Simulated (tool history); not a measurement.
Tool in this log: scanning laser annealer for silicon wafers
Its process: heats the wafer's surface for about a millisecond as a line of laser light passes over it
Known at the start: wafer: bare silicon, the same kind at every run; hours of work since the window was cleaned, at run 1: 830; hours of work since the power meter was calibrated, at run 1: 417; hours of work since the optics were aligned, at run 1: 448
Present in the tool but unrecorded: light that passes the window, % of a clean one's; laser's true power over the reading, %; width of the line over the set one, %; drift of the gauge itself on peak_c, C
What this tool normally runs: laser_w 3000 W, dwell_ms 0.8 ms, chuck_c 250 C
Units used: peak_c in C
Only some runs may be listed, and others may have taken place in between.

run     day  laser_w  dwell_ms  chuck_c  hours of work since the window was cleaned  hours of work since the power meter was calibrated  hours of work since the optics were aligned  peak_c
  1       0     3000       0.8      250                                         830                                                 417                                          448     965
  2   2.012     3000       0.8      250                                         850                                                 436                                          468     968
  3   3.038     3000       0.8      250                                         860                                                 446                                          478     966
  4   3.983     3000       0.8      250                                         869                                                 456                                          487     963
  5   6.029     3000       0.8      250                                         889                                                 476                                          507     966
  6   7.704     3000       0.8      227                                         906                                                 492                                          524     940
      7.996  -- window over the wafer cleaned
  7   8.983     3000       0.8      227                                          10                                                 504                                          535     932
  8  10.729     2843       0.8      250                                          27                                                 521                                          553     916
  9    12.4     3000       0.8      250                                          43                                                 537                                          569     952
     13.779  -- window over the wafer cleaned, once more
 10  14.529     3000       0.8      250                                           7                                                 557                                          589    1001
 11  16.383     3117       0.8      250                                          26                                                 576                                          607    1029
 12   18.55     3117     0.772      250                                          47                                                 597                                          628    1015
 13  20.429     3117     0.772      250                                          65                                                 615                                          647    1013
 14  21.758     3117     0.772      250                                          78                                                 628                                          660    1013
 15  23.146     2636     0.735      282                                          92                                                 642                                          674     904
 16  24.279     3118     0.618      250                                         103                                                 653                                          685     929
 17  25.983     3118     0.618      250                                         120                                                 670                                          701     927
 18  27.729     2670     0.618      250                                         137                                                 687                                          718     824
 19  29.596     2670     0.618      250                                         155                                                 705                                          737     824
 20  30.871     2670     0.618      250                                         168                                                 718                                          749     824
 21  32.938     2695     0.583      252                                         188                                                 738                                          770     813

Table of differences, measured result less the result of that run with no hidden state. Run-to-run variation is the same in both. Gauge scatter possibly is not:
run  peak_c
  1     -36
  2     -37
  3     -38
  4     -38
  5     -39
  6     -39
  7     -48
  8     -46
  9     -50
 10      -4
 11      -5
 12      -6
 13      -8
 14      -8
 15      -7
 16      -8
 17      -9
 18      -9
 19      -9
 20      -9
 21      -9
